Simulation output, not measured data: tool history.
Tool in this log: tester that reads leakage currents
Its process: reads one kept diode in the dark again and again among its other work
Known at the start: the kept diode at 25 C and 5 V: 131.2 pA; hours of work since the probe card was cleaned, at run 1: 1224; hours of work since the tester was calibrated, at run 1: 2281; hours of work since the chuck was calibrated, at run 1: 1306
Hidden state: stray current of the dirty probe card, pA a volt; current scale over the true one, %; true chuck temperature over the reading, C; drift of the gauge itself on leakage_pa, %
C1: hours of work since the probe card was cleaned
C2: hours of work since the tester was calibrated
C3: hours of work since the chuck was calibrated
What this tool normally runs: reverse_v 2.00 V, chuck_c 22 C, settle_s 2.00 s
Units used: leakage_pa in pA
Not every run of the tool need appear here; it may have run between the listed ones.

run 1 hour=0.0 | reverse_v=2.00 chuck_c=22 settle_s=2.00 | C1=1224 C2=2281 C3=1306 | leakage_pa=70.44
run 2 hour=67.5 | reverse_v=2.00 chuck_c=22 settle_s=2.00 | C1=1265 C2=2321 C3=1346 | leakage_pa=70.66
run 3 hour=122.1 | reverse_v=2.00 chuck_c=22 settle_s=2.00 | C1=1297 C2=2354 C3=1378 | leakage_pa=71.18
run 4 hour=175.3 | reverse_v=1.77 chuck_c=22 settle_s=2.00 | C1=1329 C2=2385 C3=1410 | leakage_pa=66.84
run 5 hour=234.9 | reverse_v=2.00 chuck_c=30 settle_s=2.00 | C1=1364 C2=2421 C3=1445 | leakage_pa=138.70
-- hour=302.9 tester calibrated
run 6 hour=327.3 | reverse_v=2.00 chuck_c=30 settle_s=2.00 | C1=1418 C2=14 C3=1499 | leakage_pa=141.41
run 7 hour=411.5 | reverse_v=2.00 chuck_c=30 settle_s=2.00 | C1=1468 C2=65 C3=1549 | leakage_pa=142.73
run 8 hour=458.9 | reverse_v=2.00 chuck_c=22 settle_s=2.00 | C1=1496 C2=93 C3=1577 | leakage_pa=73.66
run 9 hour=542.8 | reverse_v=2.00 chuck_c=57 settle_s=2.00 | C1=1546 C2=143 C3=1627 | leakage_pa=1096.03
run 10 hour=643.9 | reverse_v=1.21 chuck_c=22 settle_s=2.00 | C1=1606 C2=203 C3=1687 | leakage_pa=57.07
-- hour=700.1 chuck's temperature calibrated
run 11 hour=719.0 | reverse_v=2.00 chuck_c=22 settle_s=4.34 | C1=1649 C2=246 C3=11 | leakage_pa=64.38
run 12 hour=820.1 | reverse_v=2.00 chuck_c=22 settle_s=4.34 | C1=1709 C2=306 C3=71 | leakage_pa=64.68
run 13 hour=880.8 | reverse_v=2.00 chuck_c=22 settle_s=4.34 | C1=1745 C2=342 C3=107 | leakage_pa=64.72
run 14 hour=941.2 | reverse_v=2.00 chuck_c=22 settle_s=4.34 | C1=1781 C2=378 C3=143 | leakage_pa=64.77
run 15 hour=1036.9 | reverse_v=2.00 chuck_c=22 settle_s=4.34 | C1=1838 C2=435 C3=200 | leakage_pa=65.13
run 16 hour=1118.5 | reverse_v=2.00 chuck_c=22 settle_s=4.34 | C1=1887 C2=483 C3=249 | leakage_pa=65.34
run 17 hour=1199.9 | reverse_v=2.00 chuck_c=22 settle_s=4.34 | C1=1935 C2=532 C3=297 | leakage_pa=65.87
run 18 hour=1271.8 | reverse_v=2.00 chuck_c=22 settle_s=4.34 | C1=1978 C2=574 C3=340 | leakage_pa=65.99
run 19 hour=1367.4 | reverse_v=2.00 chuck_c=22 settle_s=4.34 | C1=2034 C2=631 C3=396 | leakage_pa=66.19
run 20 hour=1464.3 | reverse_v=2.00 chuck_c=22 settle_s=2.00 | C1=2092 C2=689 C3=454 | leakage_pa=66.58
run 21 hour=1544.4 | reverse_v=2.00 chuck_c=22 settle_s=2.00 | C1=2139 C2=736 C3=502 | leakage_pa=66.92
run 22 hour=1601.4 | reverse_v=8.04 chuck_c=41 settle_s=2.00 | C1=2173 C2=770 C3=535 | leakage_pa=634.81
run 23 hour=1644.2 | reverse_v=10.30 chuck_c=22 settle_s=0.64 | C1=2199 C2=796 C3=561 | leakage_pa=162.95
run 24 hour=1733.1 | reverse_v=5.97 chuck_c=29 settle_s=1.84 | C1=2252 C2=848 C3=614 | leakage_pa=213.06
run 25 hour=1802.9 | reverse_v=7.26 chuck_c=29 settle_s=2.00 | C1=2293 C2=890 C3=655 | leakage_pa=236.85
run 26 hour=1876.8 | reverse_v=7.26 chuck_c=29 settle_s=2.00 | C1=2337 C2=934 C3=699 | leakage_pa=237.05
run 27 hour=1958.5 | reverse_v=7.26 chuck_c=32 settle_s=5.26 | C1=2385 C2=982 C3=748 | leakage_pa=303.37
run 28 hour=2051.7 | reverse_v=7.26 chuck_c=32 settle_s=5.26 | C1=2441 C2=1038 C3=803 | leakage_pa=305.17
run 29 hour=2149.1 | reverse_v=11.98 chuck_c=35 settle_s=4.25 | C1=2499 C2=1096 C3=861 | leakage_pa=503.86
run 30 hour=2244.9 | reverse_v=11.98 chuck_c=35 settle_s=4.25 | C1=2556 C2=1152 C3=918 | leakage_pa=504.03
run 31 hour=2292.3 | reverse_v=10.32 chuck_c=32 settle_s=0.44 | C1=2584 C2=1181 C3=946 | leakage_pa=375.82
run 32 hour=2369.6 | reverse_v=10.32 chuck_c=32 settle_s=0.44 | C1=2630 C2=1227 C3=992 | leakage_pa=378.97
run 33 hour=2415.3 | reverse_v=10.32 chuck_c=40 settle_s=0.45 | C1=2657 C2=1254 C3=1019 | leakage_pa=701.34
run 34 hour=2502.8 | reverse_v=2.95 chuck_c=22 settle_s=2.00 | C1=2709 C2=1306 C3=1071 | leakage_pa=86.47
run 35 hour=2549.2 | reverse_v=8.00 chuck_c=29 settle_s=2.05 | C1=2736 C2=1333 C3=1098 | leakage_pa=258.75
run 36 hour=2608.7 | reverse_v=1.04 chuck_c=25 settle_s=2.00 | C1=2772 C2=1369 C3=1134 | leakage_pa=65.02
run 37 hour=2690.5 | reverse_v=1.04 chuck_c=25 settle_s=2.00 | C1=2820 C2=1417 C3=1182 | leakage_pa=65.61
run 38 hour=2766.4 | reverse_v=6.89 chuck_c=41 settle_s=9.65 | C1=2865 C2=1462 C3=1227 | leakage_pa=616.90
run 39 hour=2824.0 | reverse_v=4.11 chuck_c=52 settle_s=8.14 | C1=2900 C2=1496 C3=1262 | leakage_pa=1070.09
run 40 hour=2902.7 | reverse_v=3.77 chuck_c=38 settle_s=1.41 | C1=2946 C2=1543 C3=1308 | leakage_pa=362.89
run 41 hour=2990.5 | reverse_v=3.77 chuck_c=38 settle_s=1.41 | C1=2999 C2=1595 C3=1361 | leakage_pa=366.35

Hidden condition of the tool, last listed run before each entry between runs versus first listed run after:
From run 5 to run 6: tester calibrated (hour 302.9)
  stray current of the dirty probe card, pA a volt: 0.394 -> 0.408; current scale over the true one, %: -1.31 -> 0.03; true chuck temperature over the reading, C: 1.27 -> 1.32
  difference, measured minus the result without the unlogged condition, leakage_pa: +12.77 -> +15.28 pA
From run 10 to run 11: chuck's temperature calibrated (hour 700.1)
  stray current of the dirty probe card, pA a volt: 0.457 -> 0.469; current scale over the true one, %: -0.07 -> -0.09; true chuck temperature over the reading, C: 1.49 -> -0.09
  difference, measured minus the result without the unlogged condition, leakage_pa: +7.38 -> +0.32 pA

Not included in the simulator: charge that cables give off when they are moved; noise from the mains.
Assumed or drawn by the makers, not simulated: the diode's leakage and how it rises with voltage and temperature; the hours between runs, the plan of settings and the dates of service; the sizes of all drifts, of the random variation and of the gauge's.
